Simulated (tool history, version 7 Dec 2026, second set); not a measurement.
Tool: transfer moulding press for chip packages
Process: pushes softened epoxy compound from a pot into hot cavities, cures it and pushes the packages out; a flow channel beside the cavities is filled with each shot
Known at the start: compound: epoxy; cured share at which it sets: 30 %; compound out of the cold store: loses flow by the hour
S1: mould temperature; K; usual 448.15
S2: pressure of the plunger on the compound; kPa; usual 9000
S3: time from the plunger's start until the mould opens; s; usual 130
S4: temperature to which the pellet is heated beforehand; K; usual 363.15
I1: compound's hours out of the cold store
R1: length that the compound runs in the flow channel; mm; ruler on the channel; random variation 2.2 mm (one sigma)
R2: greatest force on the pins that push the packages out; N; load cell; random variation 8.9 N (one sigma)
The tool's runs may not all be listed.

run,hour,S1,S2,S3,S4,I1,R1,R2
1,0.0,448.15,9000,130,363.15,44.7,680,414
2,11.1,448.15,9000,130,363.15,26.9,741,521
3,21.6,448.15,9000,130,363.15,34.1,719,608
# hour 33.0: mould's thermocouples calibrated
4,34.1,448.15,9000,130,363.15,45.9,674,661
5,40.5,448.15,9000,130,363.15,15.4,788,696
6,51.7,448.15,9000,130,363.15,29.8,734,764
7,59.0,448.15,9000,130,363.15,42.6,685,766
8,65.2,443.15,9000,130,363.15,45.6,694,868
9,73.4,443.15,9000,130,363.15,37.1,725,872
# hour 77.3: cavities cleaned with cleaning compound and waxed
10,81.9,443.15,9000,130,363.15,31.9,739,504
11,87.0,448.15,9000,130,363.15,14.8,789,502
12,99.0,448.15,9000,130,363.15,37.0,704,602
13,106.9,448.15,9000,130,363.15,13.2,798,640
14,113.8,448.15,9000,130,356.15,12.0,799,693
15,124.0,448.15,9000,130,356.15,19.3,770,750
16,131.3,448.15,9000,130,356.15,22.5,758,761
17,140.1,448.15,9000,130,356.15,37.4,700,787
18,145.4,456.15,9000,130,356.15,17.7,744,787
# hour 154.4: cavities cleaned with cleaning compound and waxed
19,157.0,452.15,9000,168,366.15,20.7,744,407
# hour 171.6: plunger's sealing rings changed
20,171.6,450.15,9000,168,366.15,11.6,834,525
21,183.1,450.15,9000,168,366.15,17.3,807,604
22,190.3,450.15,9000,168,366.15,26.7,770,629
23,200.3,450.15,9000,168,366.15,42.3,714,681
24,210.3,450.15,9000,168,366.15,19.0,798,711
25,220.7,450.15,10710,147,366.15,40.4,780,786
# hour 234.1: cavities cleaned with cleaning compound and waxed
26,234.2,444.15,9000,159,363.15,46.6,709,390
27,242.2,455.15,8510,112,358.15,31.4,713,487
28,247.3,451.15,8510,122,362.15,34.3,717,536

Forecast each of these 4 alternatives for the next run:
A,259.7,451.15,7720,122,362.15,11.4,?,?
B,259.7,448.15,9000,130,369.15,11.7,?,?
C,259.7,453.15,9000,120,354.15,21.5,?,?
D,259.7,445.15,9000,124,363.15,13.7,?,?

run,R1,R2
A,761,648
B,836,617
C,775,628
D,835,672
Without the tool's hidden state the same runs would have given:
run,R1,R2
A,766,407
B,841,385
C,780,391
D,841,416
